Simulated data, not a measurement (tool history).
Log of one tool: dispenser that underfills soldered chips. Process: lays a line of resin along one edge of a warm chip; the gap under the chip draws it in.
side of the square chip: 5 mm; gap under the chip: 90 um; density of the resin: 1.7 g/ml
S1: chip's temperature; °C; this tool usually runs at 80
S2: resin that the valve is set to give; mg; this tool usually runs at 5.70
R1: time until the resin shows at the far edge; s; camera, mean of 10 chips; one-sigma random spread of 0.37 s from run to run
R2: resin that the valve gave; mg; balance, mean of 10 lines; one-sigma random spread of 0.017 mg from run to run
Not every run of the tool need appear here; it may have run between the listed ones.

Run 1, hour 0.0: usual settings. Result: R1 28.2 s, R2 5.68 mg.
At hour 2.5: new syringe of resin.
At hour 10.3: new syringe of resin.
Run 2, hour 15.3: usual settings. Result: R1 27.7 s, R2 5.63 mg.
At hour 19.0: new syringe of resin.
Run 3, hour 24.6: usual settings. Result: R1 27.4 s, R2 5.56 mg.
At hour 27.2: new syringe of resin.
Run 4, hour 33.7: usual settings but S2 7.29 mg. Result: R1 27.9 s, R2 7.10 mg.
At hour 35.5: new syringe of resin.
At hour 43.6: new syringe of resin.
Run 5, hour 46.2: usual settings but S2 6.12 mg. Result: R1 26.7 s, R2 5.92 mg.
At hour 51.9: new syringe of resin.
At hour 60.4: new syringe of resin.
Run 6, hour 60.6: usual settings but S2 6.83 mg. Result: R1 24.3 s, R2 6.53 mg.
At hour 68.8: new syringe of resin.
Run 7, hour 76.0: usual settings but S2 6.83 mg. Result: R1 29.5 s, R2 6.45 mg.
At hour 77.3: new syringe of resin.
At hour 85.5: new syringe of resin.
Run 8, hour 89.6: usual settings. Result: R1 27.3 s, R2 5.33 mg.
At hour 94.0: new syringe of resin.
At hour 101.6: dispensing valve cleaned and set on the balance.
At hour 103.2: new syringe of resin.
Run 9, hour 107.3: usual settings. Result: R1 26.6 s, R2 5.70 mg.
At hour 111.0: new syringe of resin.
At hour 119.0: new syringe of resin.
Run 10, hour 120.4: usual settings. Result: R1 25.7 s, R2 5.66 mg.
At hour 127.3: new syringe of resin.
Run 11, hour 127.4: usual settings. Result: R1 25.5 s, R2 5.61 mg.
At hour 136.1: new syringe of resin.
Run 12, hour 137.5: usual settings. Result: R1 26.9 s, R2 5.55 mg.
At hour 144.4: new syringe of resin.
Run 13, hour 151.6: usual settings but S2 4.86 mg. Result: R1 31.1 s, R2 4.68 mg.
At hour 152.6: new syringe of resin.
At hour 160.5: new syringe of resin.
Run 14, hour 161.5: usual settings but S2 5.69 mg. Result: R1 25.9 s, R2 5.48 mg.
At hour 168.6: new syringe of resin.
Run 15, hour 175.0: usual settings but S1 74 °C, S2 5.49 mg. Result: R1 39.0 s, R2 5.21 mg.
At hour 176.6: new syringe of resin.
Run 16, hour 183.3: usual settings but S1 89 °C, S2 5.15 mg. Result: R1 21.0 s, R2 4.89 mg.
At hour 184.9: new syringe of resin.
Run 17, hour 191.9: usual settings but S1 89 °C, S2 6.25 mg. Result: R1 20.7 s, R2 5.88 mg.
At hour 193.4: new syringe of resin.
At hour 201.9: new syringe of resin.
Run 18, hour 207.0: usual settings but S1 88 °C, S2 5.45 mg. Result: R1 20.6 s, R2 5.06 mg.
At hour 209.3: dispensing valve cleaned and set on the balance.
At hour 211.0: new syringe of resin.
At hour 219.4: new syringe of resin.
Run 19, hour 221.7: usual settings but S2 7.34 mg. Result: R1 26.1 s, R2 7.26 mg.
At hour 227.6: new syringe of resin.
Run 20, hour 233.6: usual settings but S1 87 °C, S2 6.65 mg. Result: R1 21.3 s, R2 6.52 mg.
At hour 236.6: new syringe of resin.
Run 21, hour 243.7: usual settings but S1 74 °C, S2 5.88 mg. Result: R1 39.1 s, R2 5.72 mg.
At hour 245.0: new syringe of resin.
Run 22, hour 250.9: usual settings but S1 79 °C, S2 4.81 mg. Result: R1 32.8 s, R2 4.69 mg.
At hour 253.1: new syringe of resin.
Run 23, hour 259.2: usual settings but S1 79 °C, S2 4.81 mg. Result: R1 32.7 s, R2 4.70 mg.
At hour 262.0: new syringe of resin.
At hour 270.5: new syringe of resin.
Run 24, hour 270.5: usual settings but S1 89 °C, S2 4.81 mg. Result: R1 19.1 s, R2 4.62 mg.
At hour 278.2: new syringe of resin.
Run 25, hour 279.9: usual settings but S1 71 °C, S2 6.90 mg. Result: R1 39.9 s, R2 6.61 mg.
At hour 286.0: new syringe of resin.
Run 26, hour 290.3: usual settings but S1 71 °C, S2 6.90 mg. Result: R1 41.3 s, R2 6.56 mg.
At hour 294.5: new syringe of resin.
At hour 302.7: new syringe of resin.
Run 27, hour 305.0: usual settings but S1 82 °C, S2 6.26 mg. Result: R1 25.5 s, R2 5.85 mg.
At hour 310.4: new syringe of resin.
Run 28, hour 313.3: usual settings but S1 93 °C, S2 5.95 mg. Result: R1 16.2 s, R2 5.54 mg.

Table of differences, measured result less the result of that run with no hidden state. Run-to-run variation is the same in both. Gauge scatter possibly is not:
The hidden state here: resin's viscosity, % of fresh resin's; dose that the valve gives, % of what is set; true chip temperature over the reading, C; drift of the gauge itself on fill_s, %; drift of the gauge itself on given_mg, %.
run     R1     R2
  1   +6.1  -0.02
  2   +5.7  -0.08
  3   +5.9  -0.11
  4   +6.4  -0.19
  5   +4.5  -0.20
  6   +3.0  -0.30
  7   +7.2  -0.37
  8   +5.9  -0.37
  9   +5.4  -0.02
 10   +3.9  -0.07
 11   +3.5  -0.09
 12   +4.8  -0.14
 13   +8.5  -0.17
 14   +4.3  -0.23
 15  +10.6  -0.27
 16   +5.5  -0.28
 17   +5.4  -0.37
 18   +5.1  -0.38
 19   +4.8  -0.06
 20   +5.5  -0.11
 21  +11.3  -0.14
 22   +9.0  -0.13
 23   +9.4  -0.15
 24   +3.2  -0.19
 25   +8.2  -0.31
 26   +9.7  -0.36
 27   +5.5  -0.38
 28   +3.3  -0.41
